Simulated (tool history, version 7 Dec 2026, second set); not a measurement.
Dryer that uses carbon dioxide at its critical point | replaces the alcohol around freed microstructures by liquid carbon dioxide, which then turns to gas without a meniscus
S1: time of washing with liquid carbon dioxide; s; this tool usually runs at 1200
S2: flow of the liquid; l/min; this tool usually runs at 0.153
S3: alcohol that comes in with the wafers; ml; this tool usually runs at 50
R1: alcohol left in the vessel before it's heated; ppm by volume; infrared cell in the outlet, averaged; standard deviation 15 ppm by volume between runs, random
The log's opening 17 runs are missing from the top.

| run | hour | S1 | S2 | S3 | R1 |
|---|---|---|---|---|---|
| 18 | 374.5 | 1860 | 0.153 | 50 | 88 |
| 19 | 393.5 | 1860 | 0.153 | 50 | 83 |
| 20 | 410.0 | 1860 | 0.153 | 50 | 90 |
| 21 | 425.3 | 780 | 0.208 | 34 | 1194 |
| 22 | 437.0 | 1020 | 0.153 | 43 | 1675 |
| 23 | 452.6 | 1020 | 0.160 | 91 | 2994 |
| 24 | 479.7 | 1020 | 0.160 | 91 | 2995 |
| 25 | 494.3 | 1020 | 0.160 | 91 | 3106 |
| 26 | 507.2 | 1020 | 0.160 | 91 | 3151 |
| 27 | 529.4 | 1020 | 0.160 | 91 | 3135 |
| 28 | 541.6 | 1620 | 0.225 | 28 | 43 |
| 29 | 558.8 | 900 | 0.093 | 72 | 17332 |
| 30 | 585.8 | 900 | 0.093 | 72 | 17117 |
| 31 | 611.5 | 900 | 0.093 | 72 | 18099 |
| 32 | 632.3 | 900 | 0.093 | 72 | 17874 |
| 33 | 648.3 | 780 | 0.134 | 50 | 7624 |
| 34 | 665.0 | 1680 | 0.134 | 50 | 451 |
| 35 | 681.4 | 1680 | 0.134 | 50 | 441 |
| 36 | 700.2 | 840 | 0.153 | 50 | 4457 |
| 37 | 726.5 | 960 | 0.188 | 36 | 986 |
| 38 | 745.2 | 960 | 0.144 | 36 | 2576 |
| 39 | 766.4 | 1200 | 0.096 | 50 | 6085 |
| 40 | 789.8 | 1200 | 0.096 | 50 | 6140 |

4 options for the next run, each taken on its own from the tool as it stands now. Forecast them:
| A | 809.1 | 1260 | 0.129 | 56 | ? |
| B | 809.1 | 1860 | 0.153 | 50 | ? |
| C | 809.1 | 1200 | 0.222 | 85 | ? |
| D | 809.1 | 1140 | 0.200 | 51 | ? |

| run | R1 |
|---|---|
| A | 2271 |
| B | 175 |
| C | 372 |
| D | 502 |
What these runs would have given with no unlogged condition in the tool:
| run | R1 |
|---|---|
| A | 1688 |
| B | 78 |
| C | 204 |
| D | 305 |
